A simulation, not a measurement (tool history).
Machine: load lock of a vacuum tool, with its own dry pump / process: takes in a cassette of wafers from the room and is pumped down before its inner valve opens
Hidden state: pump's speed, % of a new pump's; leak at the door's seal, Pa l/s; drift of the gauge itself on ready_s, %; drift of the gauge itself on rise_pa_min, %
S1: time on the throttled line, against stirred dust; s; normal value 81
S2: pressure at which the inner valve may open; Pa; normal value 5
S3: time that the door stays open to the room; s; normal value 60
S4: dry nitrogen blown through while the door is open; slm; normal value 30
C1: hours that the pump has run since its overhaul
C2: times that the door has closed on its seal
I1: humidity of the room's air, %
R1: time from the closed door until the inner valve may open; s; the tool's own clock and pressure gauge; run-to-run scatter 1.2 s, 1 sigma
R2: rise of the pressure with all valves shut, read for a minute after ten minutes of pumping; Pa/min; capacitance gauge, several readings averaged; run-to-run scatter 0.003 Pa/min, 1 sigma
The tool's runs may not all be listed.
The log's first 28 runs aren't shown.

{"run": 29, "hour": 13966.4, "S1": 104, "S2": 4, "S3": 65, "S4": 35, "C1": 22689, "C2": 13826, "I1": 45.0, "R1": 242.4, "R2": 0.051}
{"run": 30, "hour": 14248.3, "S1": 104, "S2": 4, "S3": 65, "S4": 35, "C1": 22971, "C2": 14311, "I1": 42.4, "R1": 239.6, "R2": 0.063}
{"hour": 14506.1, "done": "dry pump taken out, an overhauled one fitted"}
{"run": 31, "hour": 14732.9, "S1": 93, "S2": 5, "S3": 188, "S4": 30, "C1": 227, "C2": 15133, "I1": 43.5, "R1": 196.4, "R2": 0.068}
{"run": 32, "hour": 15075.8, "S1": 93, "S2": 5, "S3": 188, "S4": 30, "C1": 570, "C2": 15722, "I1": 45.7, "R1": 195.0, "R2": 0.071}
{"run": 33, "hour": 15521.6, "S1": 93, "S2": 5, "S3": 188, "S4": 30, "C1": 1016, "C2": 16489, "I1": 48.2, "R1": 196.5, "R2": 0.079}
{"run": 34, "hour": 15958.8, "S1": 93, "S2": 4, "S3": 25, "S4": 30, "C1": 1453, "C2": 17240, "I1": 43.5, "R1": 199.2, "R2": 0.069}
{"run": 35, "hour": 16324.4, "S1": 92, "S2": 9, "S3": 60, "S4": 15, "C1": 1818, "C2": 17868, "I1": 47.6, "R1": 187.5, "R2": 0.085}
{"run": 36, "hour": 16740.6, "S1": 81, "S2": 5, "S3": 60, "S4": 14, "C1": 2235, "C2": 18584, "I1": 43.8, "R1": 187.3, "R2": 0.087}

What if the next run were any one of these 4? Each begins from the tool's condition after run 36:
{"run": "A", "hour": 17236.2, "S1": 104, "S2": 5, "S3": 138, "S4": 31, "C1": 2730, "C2": 19435, "I1": 45.9, "R1": "?", "R2": "?"}
{"run": "B", "hour": 17236.2, "S1": 81, "S2": 6, "S3": 57, "S4": 5, "C1": 2730, "C2": 19435, "I1": 48.9, "R1": "?", "R2": "?"}
{"run": "C", "hour": 17236.2, "S1": 77, "S2": 5, "S3": 31, "S4": 30, "C1": 2730, "C2": 19435, "I1": 45.0, "R1": "?", "R2": "?"}
{"run": "D", "hour": 17236.2, "S1": 81, "S2": 5, "S3": 60, "S4": 37, "C1": 2730, "C2": 19435, "I1": 42.5, "R1": "?", "R2": "?"}

run=A R1=208.4 R2=0.093
run=B R1=186.0 R2=0.090
run=C R1=186.5 R2=0.081
run=D R1=189.3 R2=0.086
Had the tool no hidden state, the same runs would have come out as:
run=A R1=205.9 R2=0.011
run=B R1=183.4 R2=0.009
run=C R1=183.9 R2=0.000
run=D R1=186.7 R2=0.006

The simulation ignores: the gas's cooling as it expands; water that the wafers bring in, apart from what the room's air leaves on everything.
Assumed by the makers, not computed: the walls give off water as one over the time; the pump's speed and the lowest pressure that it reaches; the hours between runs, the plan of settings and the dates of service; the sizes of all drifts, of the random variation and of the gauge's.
